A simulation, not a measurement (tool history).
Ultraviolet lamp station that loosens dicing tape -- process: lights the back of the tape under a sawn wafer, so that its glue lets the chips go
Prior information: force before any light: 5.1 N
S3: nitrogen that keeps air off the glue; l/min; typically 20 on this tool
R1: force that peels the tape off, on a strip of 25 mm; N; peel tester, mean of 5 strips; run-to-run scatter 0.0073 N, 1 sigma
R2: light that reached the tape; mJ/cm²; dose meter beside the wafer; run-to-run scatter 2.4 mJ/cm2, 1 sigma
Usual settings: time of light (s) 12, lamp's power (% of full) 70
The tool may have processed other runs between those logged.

{"run": 1, "hour": 0.0, "time of light (s)": 12, "lamp's power (% of full)": 70, "S3": 20, "R1": 0.529, "R2": 176}
{"run": 2, "hour": 11.3, "time of light (s)": 12, "lamp's power (% of full)": 70, "S3": 35, "R1": 0.376, "R2": 175}
{"run": 3, "hour": 22.6, "time of light (s)": 12, "lamp's power (% of full)": 70, "S3": 35, "R1": 0.378, "R2": 174}
{"run": 4, "hour": 34.2, "time of light (s)": 12, "lamp's power (% of full)": 70, "S3": 35, "R1": 0.415, "R2": 170}
{"run": 5, "hour": 48.1, "time of light (s)": 12, "lamp's power (% of full)": 70, "S3": 35, "R1": 0.405, "R2": 167}
{"run": 6, "hour": 56.5, "time of light (s)": 12, "lamp's power (% of full)": 65, "S3": 20, "R1": 0.647, "R2": 153}
{"run": 7, "hour": 69.4, "time of light (s)": 12, "lamp's power (% of full)": 65, "S3": 20, "R1": 0.66, "R2": 154}
{"run": 8, "hour": 85.1, "time of light (s)": 12, "lamp's power (% of full)": 65, "S3": 20, "R1": 0.714, "R2": 153}
{"run": 9, "hour": 104.3, "time of light (s)": 12, "lamp's power (% of full)": 70, "S3": 20, "R1": 0.606, "R2": 162}
{"run": 10, "hour": 121.0, "time of light (s)": 9, "lamp's power (% of full)": 63, "S3": 8, "R1": 1.826, "R2": 109}
{"run": 11, "hour": 138.7, "time of light (s)": 11, "lamp's power (% of full)": 70, "S3": 20, "R1": 0.749, "R2": 146}
{"run": 12, "hour": 158.1, "time of light (s)": 19, "lamp's power (% of full)": 95, "S3": 20, "R1": 0.163, "R2": 335}
{"run": 13, "hour": 167.4, "time of light (s)": 6, "lamp's power (% of full)": 75, "S3": 37, "R1": 1.282, "R2": 82}
{"run": 14, "hour": 179.8, "time of light (s)": 6, "lamp's power (% of full)": 75, "S3": 37, "R1": 1.376, "R2": 80}
{"run": 15, "hour": 190.0, "time of light (s)": 6, "lamp's power (% of full)": 75, "S3": 7, "R1": 2.357, "R2": 82}
{"run": 16, "hour": 206.5, "time of light (s)": 14, "lamp's power (% of full)": 60, "S3": 8, "R1": 1.216, "R2": 151}
{"hour": 217.7, "done": "lamp changed"}
{"run": 17, "hour": 220.2, "time of light (s)": 20, "lamp's power (% of full)": 60, "S3": 15, "R1": 0.178, "R2": 349}
{"run": 18, "hour": 234.3, "time of light (s)": 10, "lamp's power (% of full)": 60, "S3": 27, "R1": 0.474, "R2": 174}

What if the next run were any one of these 4? Each begins from the tool's condition after run 18:
{"run": "A", "hour": 252.0, "time of light (s)": 7, "lamp's power (% of full)": 97, "S3": 20, "R1": "?", "R2": "?"}
{"run": "B", "hour": 252.0, "time of light (s)": 12, "lamp's power (% of full)": 76, "S3": 26, "R1": "?", "R2": "?"}
{"run": "C", "hour": 252.0, "time of light (s)": 12, "lamp's power (% of full)": 88, "S3": 20, "R1": "?", "R2": "?"}
{"run": "D", "hour": 252.0, "time of light (s)": 12, "lamp's power (% of full)": 71, "S3": 20, "R1": "?", "R2": "?"}

run=A R1=0.451 R2=190
run=B R1=0.211 R2=259
run=C R1=0.182 R2=296
run=D R1=0.264 R2=244
Had the tool no hidden state, the same runs would have come out as:
run=A R1=0.41 R2=199
run=B R1=0.195 R2=271
run=C R1=0.169 R2=311
run=D R1=0.24 R2=256

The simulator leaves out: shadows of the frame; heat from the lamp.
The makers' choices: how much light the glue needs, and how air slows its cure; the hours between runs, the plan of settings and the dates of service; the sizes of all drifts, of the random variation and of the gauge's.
